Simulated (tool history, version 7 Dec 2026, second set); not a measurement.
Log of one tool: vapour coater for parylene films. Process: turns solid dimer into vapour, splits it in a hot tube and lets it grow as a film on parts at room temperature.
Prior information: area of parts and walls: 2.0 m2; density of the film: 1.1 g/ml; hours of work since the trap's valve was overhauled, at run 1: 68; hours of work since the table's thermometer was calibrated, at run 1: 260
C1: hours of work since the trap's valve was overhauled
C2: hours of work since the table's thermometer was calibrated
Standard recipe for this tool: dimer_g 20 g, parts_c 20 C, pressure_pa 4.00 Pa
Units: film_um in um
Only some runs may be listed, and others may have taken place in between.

Run 1, hour 0.0: usual settings; C1 68; C2 260. Result: film_um 5.40 um.
Run 2, hour 47.2: usual settings; C1 92; C2 284. Result: film_um 5.36 um.
Run 3, hour 87.3: usual settings; C1 111; C2 303. Result: film_um 5.38 um.
Run 4, hour 126.3: usual settings but pressure_pa 2.72 Pa; C1 131; C2 323. Result: film_um 5.55 um.
Run 5, hour 184.1: usual settings but pressure_pa 2.72 Pa; C1 159; C2 351. Result: film_um 5.51 um.
Run 6, hour 229.5: usual settings but pressure_pa 2.72 Pa; C1 182; C2 374. Result: film_um 5.43 um.
Run 7, hour 290.7: usual settings but pressure_pa 2.72 Pa; C1 212; C2 404. Result: film_um 5.36 um.
Run 8, hour 344.0: usual settings but parts_c 28 C; C1 239; C2 431. Result: film_um 3.46 um.
Run 9, hour 387.6: usual settings but parts_c 28 C; C1 260; C2 452. Result: film_um 3.41 um.
Run 10, hour 436.7: usual settings but parts_c 16 C; C1 285; C2 477. Result: film_um 6.06 um.
Run 11, hour 479.0: usual settings but parts_c 16 C; C1 306; C2 498. Result: film_um 5.93 um.
Run 12, hour 508.6: usual settings but parts_c 27 C; C1 320; C2 512. Result: film_um 3.48 um.
Run 13, hour 556.8: usual settings but parts_c 27 C; C1 344; C2 536. Result: film_um 3.47 um.
Run 14, hour 582.7: usual settings but dimer_g 13 g, parts_c 27 C; C1 357; C2 549. Result: film_um 2.20 um.
Run 15, hour 638.6: usual settings but dimer_g 13 g, parts_c 27 C; C1 385; C2 577. Result: film_um 2.20 um.
Run 16, hour 666.9: usual settings but dimer_g 13 g, parts_c 27 C; C1 399; C2 591. Result: film_um 2.19 um.
At hour 673.8: trap's valve overhauled.
Run 17, hour 702.4: usual settings; C1 14; C2 607. Result: film_um 5.41 um.
Run 18, hour 737.2: usual settings; C1 31; C2 624. Result: film_um 5.37 um.
Run 19, hour 778.9: usual settings but dimer_g 21 g; C1 52; C2 645. Result: film_um 5.59 um.
Run 20, hour 821.0: usual settings but dimer_g 21 g; C1 73; C2 665. Result: film_um 5.66 um.
Run 21, hour 855.0: usual settings but parts_c 19 C; C1 90; C2 682. Result: film_um 5.57 um.
Run 22, hour 898.8: usual settings but parts_c 19 C; C1 112; C2 704. Result: film_um 5.47 um.
Run 23, hour 957.3: usual settings but pressure_pa 8.51 Pa; C1 141; C2 733. Result: film_um 4.61 um.
At hour 961.0: table's thermometer calibrated.
Run 24, hour 1018.6: usual settings but pressure_pa 8.51 Pa; C1 171; C2 29. Result: film_um 4.56 um.
Run 25, hour 1078.0: usual settings but pressure_pa 8.51 Pa; C1 200; C2 58. Result: film_um 4.54 um.
At hour 1138.0: table's thermometer calibrated, once more.
Run 26, hour 1138.0: usual settings but pressure_pa 8.51 Pa; C1 229; C2 0. Result: film_um 4.57 um.
Run 27, hour 1164.3: usual settings but pressure_pa 8.51 Pa; C1 242; C2 13. Result: film_um 4.54 um.
Run 28, hour 1200.0: usual settings but dimer_g 24 g, parts_c 12 C, pressure_pa 2.90 Pa; C1 260; C2 31. Result: film_um 9.40 um.
Run 29, hour 1235.4: usual settings but dimer_g 24 g, parts_c 12 C, pressure_pa 2.90 Pa; C1 278; C2 48. Result: film_um 9.24 um.
Run 30, hour 1288.8: usual settings but dimer_g 21 g, parts_c 16 C, pressure_pa 5.17 Pa; C1 304; C2 75. Result: film_um 6.12 um.
Run 31, hour 1348.5: usual settings but dimer_g 18 g, parts_c 14 C, pressure_pa 9.91 Pa; C1 334; C2 104. Result: film_um 5.15 um.
Run 32, hour 1388.2: usual settings but dimer_g 34 g, parts_c 23 C; C1 353; C2 124. Result: film_um 7.13 um.
Run 33, hour 1422.5: usual settings but dimer_g 11 g, parts_c 25 C; C1 370; C2 141. Result: film_um 2.07 um.
Run 34, hour 1474.0: usual settings but dimer_g 15 g, pressure_pa 11.73 Pa; C1 396; C2 167. Result: film_um 3.09 um.
At hour 1486.8: trap's valve overhauled.
Run 35, hour 1541.3: usual settings but dimer_g 15 g, pressure_pa 11.73 Pa; C1 27; C2 198. Result: film_um 3.58 um.
Run 36, hour 1597.7: usual settings but dimer_g 15 g, pressure_pa 11.73 Pa; C1 55; C2 226. Result: film_um 3.51 um.
Run 37, hour 1647.6: usual settings but dimer_g 21 g, parts_c 16 C; C1 80; C2 251. Result: film_um 6.78 um.
Run 38, hour 1693.9: usual settings but dimer_g 21 g, parts_c 16 C; C1 103; C2 274. Result: film_um 6.76 um.
Run 39, hour 1724.3: usual settings but dimer_g 25 g, parts_c 18 C, pressure_pa 2.94 Pa; C1 118; C2 289. Result: film_um 7.77 um.
Run 40, hour 1763.7: usual settings but dimer_g 33 g, parts_c 31 C; C1 137; C2 308. Result: film_um 5.16 um.
Run 41, hour 1791.9: usual settings but dimer_g 33 g, parts_c 31 C; C1 151; C2 322. Result: film_um 5.10 um.
Run 42, hour 1821.7: usual settings but dimer_g 15 g, parts_c 31 C, pressure_pa 11.89 Pa; C1 166; C2 337. Result: film_um 1.96 um.
Run 43, hour 1869.6: usual settings but dimer_g 15 g, parts_c 31 C, pressure_pa 11.89 Pa; C1 190; C2 361. Result: film_um 1.90 um.
Run 44, hour 1897.2: usual settings but dimer_g 16 g, parts_c 16 C; C1 204; C2 375. Result: film_um 4.97 um.
Run 45, hour 1936.6: usual settings but dimer_g 16 g, parts_c 16 C; C1 223; C2 394. Result: film_um 5.01 um.
Run 46, hour 2000.0: usual settings but dimer_g 16 g, parts_c 18 C, pressure_pa 3.24 Pa; C1 255; C2 426. Result: film_um 4.56 um.

Consider 3 possible next runs. They are alternatives, not a sequence: every one starts from the tool as it was left by run 46. What does each give?
Run A, hour 2027.7: usual settings but dimer_g 33 g, parts_c 17 C, pressure_pa 3.09 Pa; C1 268; C2 439. Result: film_um ?.
Run B, hour 2027.7: usual settings but dimer_g 15 g; C1 268; C2 439. Result: film_um ?.
Run C, hour 2027.7: usual settings but dimer_g 19 g, parts_c 18 C, pressure_pa 4.43 Pa; C1 268; C2 439. Result: film_um ?.

run  film_um
  A     9.85
  B     3.73
  C     5.21
Had the tool no hidden state, the same runs would have come out as:
run  film_um
  A    11.05
  B     4.19
  C     5.85

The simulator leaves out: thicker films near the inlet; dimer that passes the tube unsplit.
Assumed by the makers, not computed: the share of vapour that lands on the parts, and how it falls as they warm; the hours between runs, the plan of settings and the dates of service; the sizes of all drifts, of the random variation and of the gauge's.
